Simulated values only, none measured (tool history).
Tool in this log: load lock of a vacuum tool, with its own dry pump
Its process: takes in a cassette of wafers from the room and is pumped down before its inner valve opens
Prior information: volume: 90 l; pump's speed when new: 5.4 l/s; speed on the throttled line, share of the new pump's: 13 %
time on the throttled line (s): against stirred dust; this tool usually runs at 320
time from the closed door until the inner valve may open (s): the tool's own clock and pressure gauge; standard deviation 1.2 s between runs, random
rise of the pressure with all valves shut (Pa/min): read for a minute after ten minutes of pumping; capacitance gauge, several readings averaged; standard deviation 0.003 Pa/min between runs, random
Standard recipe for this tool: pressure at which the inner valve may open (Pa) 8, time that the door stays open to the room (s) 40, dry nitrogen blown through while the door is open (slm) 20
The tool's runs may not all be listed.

run,hour,time on the throttled line (s),pressure at which the inner valve may open (Pa),time that the door stays open to the room (s),dry nitrogen blown through while the door is open (slm),"incoming humidity of the room's air, %",time from the closed door until the inner valve may open (s),rise of the pressure with all valves shut (Pa/min)
1,0.0,320,8,40,20,47.4,441.1,0.175
2,266.8,320,8,38,20,46.4,441.7,0.180
3,745.7,320,8,38,20,44.9,442.7,0.186
4,1169.4,320,8,38,20,41.0,442.7,0.200
5,1518.5,320,8,40,13,47.3,443.2,0.217
6,1838.8,320,8,40,30,44.4,445.2,0.207
7,2107.0,320,8,40,20,43.3,448.2,0.218
8,2571.0,320,8,40,20,48.0,446.1,0.231
9,2821.9,320,8,40,20,46.0,448.2,0.241
10,3306.3,320,8,40,20,45.4,450.2,0.256
11,3612.0,235,8,40,20,46.2,376.2,0.262
12,3846.8,235,8,40,20,42.9,376.0,0.272
13,4114.1,339,8,207,20,45.9,466.6,0.309
14,4533.2,255,8,94,20,45.8,396.9,0.306
15,4919.8,255,13,162,20,45.6,387.2,0.320
16,5260.2,588,8,94,15,44.2,682.7,0.329
17,5521.5,241,11,127,15,40.7,378.4,0.342
18,6006.9,241,11,127,15,46.5,379.4,0.366
19,6472.3,276,14,104,19,47.3,408.3,0.367
20,6823.6,276,14,104,19,45.1,408.3,0.370
21,7176.5,394,12,42,20,37.6,510.0,0.371
22,7446.4,394,12,42,20,45.0,510.7,0.390
23,7792.6,314,10,126,11,44.6,448.1,0.426
24,8044.0,314,10,126,11,43.1,449.6,0.428

Branching from run 24: 5 alternative next runs. What would each branch give?
A,8481.1,436,10,53,11,44.8,?,?
B,8481.1,320,8,59,7,44.9,?,?
C,8481.1,320,14,40,15,46.0,?,?
D,8481.1,299,10,40,8,43.9,?,?
E,8481.1,314,13,183,11,41.8,?,?

run,time from the closed door until the inner valve may open (s),rise of the pressure with all valves shut (Pa/min)
A,554.2,0.433
B,461.5,0.437
C,448.5,0.416
D,438.4,0.418
E,446.8,0.455
Stripped of hidden state, with their random variation kept, the same runs would have yielded:
run,time from the closed door until the inner valve may open (s),rise of the pressure with all valves shut (Pa/min)
A,535.6,0.031
B,439.4,0.037
C,428.5,0.017
D,416.5,0.019
E,426.0,0.050

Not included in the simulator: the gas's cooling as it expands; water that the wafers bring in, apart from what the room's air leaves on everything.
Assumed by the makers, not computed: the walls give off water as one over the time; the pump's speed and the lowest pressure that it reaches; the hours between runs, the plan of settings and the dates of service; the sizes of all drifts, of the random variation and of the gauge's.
